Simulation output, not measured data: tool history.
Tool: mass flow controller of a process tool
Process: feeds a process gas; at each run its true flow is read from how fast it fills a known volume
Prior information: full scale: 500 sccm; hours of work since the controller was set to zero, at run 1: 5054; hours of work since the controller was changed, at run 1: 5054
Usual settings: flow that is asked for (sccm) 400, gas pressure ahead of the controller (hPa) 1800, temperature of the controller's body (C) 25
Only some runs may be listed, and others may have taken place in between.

run,hour,flow that is asked for (sccm),gas pressure ahead of the controller (hPa),temperature of the controller's body (C),hours of work since the controller was set to zero,hours of work since the controller was changed,true flow (%)
1,0,400,1800,25,5054,5054,99.31
2,414.2,400,1800,25,5180,5180,99.34
3,760.6,400,1800,25,5285,5285,99.23
4,990.5,400,1780,25,5355,5355,99.17
5,1388.1,400,1800,27,5476,5476,99.07
6,1643.2,400,1800,34,5553,5553,98.17
7,2066.1,400,1800,34,5682,5682,98.24
8,2516.6,400,1800,34,5818,5818,98.12
9,2948.5,175,2250,34,5949,5949,96.13
10,3253.5,175,2250,34,6042,6042,96.25
11,3436.9,400,1590,32,6098,6098,98.43
# hour 3749.8: controller's zero set anew
12,3818,400,1490,25,21,6213,99.97
13,4127.1,184,1720,34,115,6307,97.75
14,4477.5,127,1500,25,221,6413,98.28
15,4743.3,127,1500,25,302,6494,98.23
16,4928.9,380,2200,25,358,6550,100.24

What if the next run were any one of these 3? Each begins from the tool's condition after run 16:
A,5192.2,53,2400,28,438,6630,?
B,5192.2,400,1660,25,438,6630,?
C,5192.2,333,2410,31,438,6630,?

run,true flow (%)
A,97.35
B,100.03
C,99.45
Without the tool's unlogged condition, the same runs would have read:
run,true flow (%)
A,97.53
B,99.24
C,98.68

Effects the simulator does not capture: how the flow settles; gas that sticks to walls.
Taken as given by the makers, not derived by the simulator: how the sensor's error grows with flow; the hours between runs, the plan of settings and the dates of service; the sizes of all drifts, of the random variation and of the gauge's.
